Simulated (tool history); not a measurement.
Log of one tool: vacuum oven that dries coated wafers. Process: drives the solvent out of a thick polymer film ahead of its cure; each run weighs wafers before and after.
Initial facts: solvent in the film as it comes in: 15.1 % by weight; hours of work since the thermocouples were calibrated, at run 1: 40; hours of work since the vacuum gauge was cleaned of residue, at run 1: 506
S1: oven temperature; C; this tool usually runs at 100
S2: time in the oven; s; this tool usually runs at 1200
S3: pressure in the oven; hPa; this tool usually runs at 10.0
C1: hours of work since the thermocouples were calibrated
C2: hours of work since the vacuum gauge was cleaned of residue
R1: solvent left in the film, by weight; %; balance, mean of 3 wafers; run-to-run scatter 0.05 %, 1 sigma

run 1 hour=0.0 | S1=100 S2=1200 S3=10.0 | C1=40 C2=506 | R1=1.60
run 2 hour=34.1 | S1=100 S2=1200 S3=10.0 | C1=61 C2=527 | R1=1.62
run 3 hour=81.1 | S1=100 S2=1200 S3=10.0 | C1=90 C2=556 | R1=1.59
run 4 hour=110.4 | S1=100 S2=1200 S3=10.0 | C1=108 C2=575 | R1=1.60
run 5 hour=140.0 | S1=100 S2=1200 S3=10.0 | C1=126 C2=593 | R1=1.52
run 6 hour=181.0 | S1=100 S2=1200 S3=10.0 | C1=151 C2=618 | R1=1.52
run 7 hour=212.0 | S1=100 S2=1200 S3=10.0 | C1=171 C2=637 | R1=1.60
run 8 hour=245.8 | S1=100 S2=1200 S3=10.0 | C1=191 C2=658 | R1=1.61
run 9 hour=271.9 | S1=100 S2=1200 S3=10.0 | C1=208 C2=674 | R1=1.63
run 10 hour=297.4 | S1=100 S2=1440 S3=10.0 | C1=223 C2=690 | R1=1.20
run 11 hour=327.4 | S1=100 S2=1440 S3=10.0 | C1=242 C2=709 | R1=1.13
run 12 hour=367.5 | S1=100 S2=1440 S3=10.0 | C1=267 C2=733 | R1=1.13
run 13 hour=403.0 | S1=100 S2=1440 S3=10.0 | C1=289 C2=755 | R1=1.07
run 14 hour=432.9 | S1=100 S2=1440 S3=10.0 | C1=307 C2=774 | R1=1.07
run 15 hour=481.1 | S1=100 S2=1200 S3=10.0 | C1=337 C2=804 | R1=1.54
run 16 hour=513.9 | S1=100 S2=960 S3=10.0 | C1=357 C2=824 | R1=2.23
run 17 hour=546.2 | S1=100 S2=960 S3=10.0 | C1=377 C2=844 | R1=2.17
run 18 hour=585.2 | S1=100 S2=1080 S3=10.0 | C1=401 C2=868 | R1=1.83
run 19 hour=635.5 | S1=100 S2=1080 S3=10.0 | C1=432 C2=899 | R1=1.80
run 20 hour=666.2 | S1=100 S2=1080 S3=10.0 | C1=451 C2=918 | R1=1.75
run 21 hour=689.8 | S1=100 S2=1200 S3=10.0 | C1=466 C2=933 | R1=1.48
run 22 hour=725.7 | S1=100 S2=1200 S3=10.0 | C1=488 C2=955 | R1=1.59
run 23 hour=766.5 | S1=103 S2=1380 S3=19.9 | C1=513 C2=980 | R1=1.09
run 24 hour=816.9 | S1=103 S2=1380 S3=19.9 | C1=544 C2=1011 | R1=1.17
run 25 hour=848.8 | S1=93 S2=1500 S3=26.7 | C1=564 C2=1031 | R1=2.97
run 26 hour=882.5 | S1=93 S2=1500 S3=26.7 | C1=585 C2=1052 | R1=2.78
-- hour=888.1 vacuum gauge cleaned of residue and calibrated
run 27 hour=909.6 | S1=96 S2=1440 S3=16.3 | C1=601 C2=13 | R1=1.98
run 28 hour=955.1 | S1=108 S2=1200 S3=34.7 | C1=629 C2=41 | R1=1.22
run 29 hour=976.3 | S1=106 S2=900 S3=32.4 | C1=642 C2=55 | R1=1.89
run 30 hour=1011.8 | S1=100 S2=600 S3=7.0 | C1=664 C2=76 | R1=3.91
run 31 hour=1049.6 | S1=100 S2=600 S3=7.0 | C1=687 C2=100 | R1=3.83
-- hour=1088.9 vacuum gauge cleaned of residue and calibrated, once more
run 32 hour=1088.9 | S1=90 S2=600 S3=5.4 | C1=711 C2=0 | R1=6.37
run 33 hour=1120.7 | S1=90 S2=600 S3=5.4 | C1=730 C2=20 | R1=6.50
run 34 hour=1146.6 | S1=90 S2=600 S3=5.4 | C1=746 C2=36 | R1=6.40
run 35 hour=1196.1 | S1=90 S2=600 S3=5.4 | C1=777 C2=66 | R1=6.38
run 36 hour=1218.2 | S1=103 S2=1740 S3=14.6 | C1=791 C2=80 | R1=0.68
run 37 hour=1263.5 | S1=113 S2=960 S3=12.3 | C1=819 C2=108 | R1=0.41
run 38 hour=1313.5 | S1=113 S2=1920 S3=12.3 | C1=849 C2=139 | R1=0.34
run 39 hour=1345.3 | S1=98 S2=780 S3=10.0 | C1=869 C2=158 | R1=3.18
run 40 hour=1372.0 | S1=94 S2=960 S3=10.0 | C1=886 C2=175 | R1=3.35
run 41 hour=1402.5 | S1=94 S2=960 S3=10.0 | C1=904 C2=194 | R1=3.34
run 42 hour=1429.0 | S1=94 S2=960 S3=10.0 | C1=921 C2=210 | R1=3.33
run 43 hour=1466.3 | S1=94 S2=960 S3=10.0 | C1=944 C2=233 | R1=3.33

What if the next run were any one of these 4? Each begins from the tool's condition after run 43:
run A hour=1511.5 | S1=100 S2=1800 S3=9.1 | C1=972 C2=261 | R1=?
run B hour=1511.5 | S1=94 S2=2160 S3=19.2 | C1=972 C2=261 | R1=?
run C hour=1511.5 | S1=103 S2=1740 S3=22.5 | C1=972 C2=261 | R1=?
run D hour=1511.5 | S1=94 S2=960 S3=10.0 | C1=972 C2=261 | R1=?

run=A R1=0.60
run=B R1=1.28
run=C R1=0.76
run=D R1=3.28
Without the tool's hidden state the same runs would have given:
run=A R1=0.71
run=B R1=1.46
run=C R1=0.85
run=D R1=3.68
